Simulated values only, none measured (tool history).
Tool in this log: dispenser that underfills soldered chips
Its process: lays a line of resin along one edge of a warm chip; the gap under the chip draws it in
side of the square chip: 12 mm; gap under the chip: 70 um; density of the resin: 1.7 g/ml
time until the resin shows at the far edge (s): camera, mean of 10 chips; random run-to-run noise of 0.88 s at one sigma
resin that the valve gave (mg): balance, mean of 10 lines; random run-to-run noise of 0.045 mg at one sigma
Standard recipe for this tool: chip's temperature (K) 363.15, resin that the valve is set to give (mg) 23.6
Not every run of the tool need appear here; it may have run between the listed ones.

run	hour	chip's temperature (K)	resin that the valve is set to give (mg)	time until the resin shows at the far edge (s)	resin that the valve gave (mg)
1	0	363.15	23.6	110.8	23.04
2	7.9	363.15	23.6	176.3	22.87
# hour 11.5: new syringe of resin
3	14.1	365.15	23.6	92.5	22.82
4	18.4	365.15	23.6	120.5	22.76
# hour 23: dispensing valve cleaned and set on the balance
5	23.5	365.15	23.6	149.5	23.53
6	27.9	365.15	23.6	193.9	23.53
# hour 28.7: new syringe of resin
7	37.2	365.15	23.6	129.5	23.53
8	41	365.15	23.6	159.9	23.38
# hour 45.2: new syringe of resin
9	49.3	368.15	23.6	89.3	23.28
10	53.8	368.15	23.6	115.6	23.26
11	60.9	363.15	23.6	203.5	23.2
# hour 61.9: new syringe of resin
12	70.5	363.15	23.6	138.6	23.12
13	76.7	363.15	23.6	197.9	23.07
# hour 78: new syringe of resin
14	81.8	363.15	23.6	107.1	23.06
15	90	359.15	23.6	199.5	22.97
# hour 94.2: new syringe of resin
16	96.5	363.15	22.8	97.6	22.03
# hour 102.8: dispensing valve cleaned and set on the balance
17	103.2	363.15	22.8	135.4	22.82
18	108.5	363.15	22.8	185.9	22.69
# hour 112.1: new syringe of resin
19	115.1	373.15	20.4	73.7	20.19
20	120.5	351.15	20.4	224.9	20.26
21	127.1	373.15	25	138	24.65
# hour 128.8: new syringe of resin
22	133.9	360.15	28.6	124.6	28.17
23	138.8	360.15	28.6	167.2	28.09
24	144.3	363.15	23.6	207.4	23.1
# hour 145.1: new syringe of resin
25	150.3	363.15	23.6	114	23.01
26	157.5	364.15	29.2	159.6	28.44
# hour 161.3: new syringe of resin
27	165.7	351.15	23.2	175.7	22.57
28	175.1	371.15	24.3	140.8	23.57
# hour 177.3: new syringe of resin
29	181	360.15	29.9	115	28.87
# hour 182.6: dispensing valve cleaned and set on the balance
30	186.6	360.15	29.9	149.7	29.88
31	191.1	370.15	22.4	141.9	22.34
# hour 194.9: new syringe of resin
32	195.7	349.15	25.5	147.4	25.44
33	203.2	372.15	30.5	93.7	30.33
34	210.6	357.15	28.8	253.6	28.63
# hour 211.6: new syringe of resin
35	215.1	349.15	23.6	181.2	23.36

What would each run have given without the hidden state, its run-to-run variation left as it was?
Hidden state present: resin's viscosity, % of fresh resin's; dose that the valve gives, % of what is set; true chip temperature over the reading, C; drift of the gauge itself on fill_s, %; drift of the gauge itself on given_mg, %.
run	time until the resin shows at the far edge (s)	resin that the valve gave (mg)
1	82.7	23.64
2	83.7	23.56
3	76.8	23.57
4	77.9	23.56
5	77	23.54
6	77.4	23.59
7	77	23.68
8	76.6	23.57
9	69.7	23.54
10	70	23.56
11	81.5	23.58
12	83.3	23.59
13	82.8	23.61
14	82.6	23.64
15	95.8	23.64
16	83.1	22.73
17	83.5	22.85
18	84.9	22.77
19	60.8	20.32
20	135.7	20.45
21	57.2	24.94
22	90.6	28.59
23	91.9	28.57
24	82.8	23.55
25	83.3	23.53
26	77.3	29.16
27	131.4	23.23
28	62.1	24.35
29	89	29.9
30	89.2	29.87
31	65.5	22.37
32	139.8	25.52
33	58	30.53
34	102.8	28.9
35	143.2	23.63
